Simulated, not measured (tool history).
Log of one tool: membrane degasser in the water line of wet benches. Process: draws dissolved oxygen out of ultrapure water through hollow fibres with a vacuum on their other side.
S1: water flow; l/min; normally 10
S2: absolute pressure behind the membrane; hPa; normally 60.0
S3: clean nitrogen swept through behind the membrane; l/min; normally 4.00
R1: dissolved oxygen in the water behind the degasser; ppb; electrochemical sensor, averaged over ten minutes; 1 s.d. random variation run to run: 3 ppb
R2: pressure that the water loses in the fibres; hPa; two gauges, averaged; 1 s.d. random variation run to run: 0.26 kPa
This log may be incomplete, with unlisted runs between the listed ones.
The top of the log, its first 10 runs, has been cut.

{"run": 11, "hour": 1345.0, "S1": 10, "S2": 60.0, "S3": 4.0, "R1": 300.1, "R2": 684.3}
{"run": 12, "hour": 1422.0, "S1": 10, "S2": 60.0, "S3": 4.0, "R1": 298.3, "R2": 684.2}
{"run": 13, "hour": 1529.8, "S1": 10, "S2": 60.0, "S3": 4.0, "R1": 307.0, "R2": 688.5}
{"run": 14, "hour": 1662.4, "S1": 10, "S2": 60.0, "S3": 4.0, "R1": 300.6, "R2": 686.5}
{"run": 15, "hour": 1760.9, "S1": 10, "S2": 60.0, "S3": 10.66, "R1": 295.5, "R2": 688.5}
{"run": 16, "hour": 1909.8, "S1": 9, "S2": 60.0, "S3": 4.0, "R1": 243.2, "R2": 617.0}
{"run": 17, "hour": 2076.6, "S1": 10, "S2": 38.0, "S3": 4.0, "R1": 288.5, "R2": 680.7}
{"hour": 2189.8, "done": "seals of the vacuum lines changed"}
{"run": 18, "hour": 2246.4, "S1": 10, "S2": 38.0, "S3": 4.0, "R1": 286.6, "R2": 679.3}
{"run": 19, "hour": 2368.8, "S1": 10, "S2": 38.0, "S3": 4.0, "R1": 287.9, "R2": 682.2}
{"run": 20, "hour": 2535.4, "S1": 16, "S2": 38.0, "S3": 5.13, "R1": 682.8, "R2": 1091.3}
{"run": 21, "hour": 2643.8, "S1": 15, "S2": 38.0, "S3": 3.87, "R1": 621.2, "R2": 1016.5}
{"run": 22, "hour": 2804.6, "S1": 8, "S2": 65.4, "S3": 4.0, "R1": 187.9, "R2": 542.1}
{"run": 23, "hour": 2909.0, "S1": 12, "S2": 65.4, "S3": 4.0, "R1": 438.6, "R2": 817.2}
{"run": 24, "hour": 2996.7, "S1": 12, "S2": 65.4, "S3": 4.0, "R1": 444.1, "R2": 810.0}
{"hour": 3054.0, "done": "gauge calibrated"}
{"run": 25, "hour": 3147.9, "S1": 9, "S2": 99.3, "S3": 8.7, "R1": 241.6, "R2": 627.5}
{"run": 26, "hour": 3307.3, "S1": 9, "S2": 99.3, "S3": 8.7, "R1": 244.0, "R2": 624.2}
{"run": 27, "hour": 3470.9, "S1": 9, "S2": 99.3, "S3": 8.7, "R1": 241.5, "R2": 622.1}
{"run": 28, "hour": 3638.9, "S1": 15, "S2": 75.2, "S3": 4.0, "R1": 660.3, "R2": 1040.9}
{"run": 29, "hour": 3743.3, "S1": 15, "S2": 75.2, "S3": 4.0, "R1": 660.3, "R2": 1030.6}
{"run": 30, "hour": 3876.9, "S1": 15, "S2": 75.2, "S3": 3.8, "R1": 653.3, "R2": 1041.3}
{"run": 31, "hour": 3972.9, "S1": 6, "S2": 42.4, "S3": 3.8, "R1": 82.7, "R2": 413.3}

Each row is a separate what-if for the run after 31, all from the same tool condition, not one after another. Results?
{"run": "A", "hour": 4124.6, "S1": 10, "S2": 60.0, "S3": 2.55, "R1": "?", "R2": "?"}
{"run": "B", "hour": 4124.6, "S1": 8, "S2": 42.4, "S3": 2.44, "R1": "?", "R2": "?"}
{"run": "C", "hour": 4124.6, "S1": 15, "S2": 47.7, "S3": 4.0, "R1": "?", "R2": "?"}
{"run": "D", "hour": 4124.6, "S1": 10, "S2": 55.4, "S3": 8.38, "R1": "?", "R2": "?"}
{"run": "E", "hour": 4124.6, "S1": 8, "S2": 60.0, "S3": 4.0, "R1": "?", "R2": "?"}

run=A R1=314.0 R2=687.0
run=B R1=179.2 R2=549.0
run=C R1=619.6 R2=1032.5
run=D R1=294.6 R2=689.3
run=E R1=180.4 R2=550.9
With the hidden condition removed and each run's random variation left untouched, the same runs would have given:
run=A R1=313.3 R2=692.5
run=B R1=178.8 R2=553.4
run=C R1=618.5 R2=1040.8
run=D R1=294.0 R2=694.9
run=E R1=179.9 R2=555.4
